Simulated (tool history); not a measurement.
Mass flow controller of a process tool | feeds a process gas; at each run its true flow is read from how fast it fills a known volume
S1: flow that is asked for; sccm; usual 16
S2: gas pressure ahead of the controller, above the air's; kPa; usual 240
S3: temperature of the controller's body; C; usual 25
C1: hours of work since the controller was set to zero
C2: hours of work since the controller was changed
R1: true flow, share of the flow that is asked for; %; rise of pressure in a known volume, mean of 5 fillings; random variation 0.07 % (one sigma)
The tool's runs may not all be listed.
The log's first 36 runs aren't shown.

run 37 hour=10042.6 | S1=11 S2=233 S3=23 | C1=1577 C2=1577 | R1=97.87
run 38 hour=10360.3 | S1=11 S2=233 S3=23 | C1=1726 C2=1726 | R1=97.79
run 39 hour=10644.1 | S1=16 S2=166 S3=25 | C1=1860 C2=1860 | R1=99.18
run 40 hour=10850.7 | S1=16 S2=166 S3=25 | C1=1957 C2=1957 | R1=99.09
run 41 hour=11031.8 | S1=16 S2=166 S3=25 | C1=2042 C2=2042 | R1=99.00
run 42 hour=11343.5 | S1=12 S2=274 S3=22 | C1=2188 C2=2188 | R1=97.56
run 43 hour=11752.3 | S1=4 S2=240 S3=26 | C1=2380 C2=2380 | R1=96.71
run 44 hour=12047.6 | S1=16 S2=253 S3=28 | C1=2519 C2=2519 | R1=98.88
run 45 hour=12230.8 | S1=16 S2=253 S3=28 | C1=2605 C2=2605 | R1=98.59
run 46 hour=12478.6 | S1=3 S2=244 S3=31 | C1=2722 C2=2722 | R1=96.84

4 ways to go on from here, each from the tool as it stands after run 46. What would each give?
run A hour=12654.4 | S1=12 S2=240 S3=29 | C1=2805 C2=2805 | R1=?
run B hour=12654.4 | S1=4 S2=174 S3=35 | C1=2805 C2=2805 | R1=?
run C hour=12654.4 | S1=2 S2=178 S3=31 | C1=2805 C2=2805 | R1=?
run D hour=12654.4 | S1=16 S2=252 S3=23 | C1=2805 C2=2805 | R1=?

run=A R1=98.05
run=B R1=97.61
run=C R1=96.92
run=D R1=98.23
Without the tool's hidden state the same runs would have given:
run=A R1=98.72
run=B R1=98.27
run=C R1=97.56
run=D R1=98.91
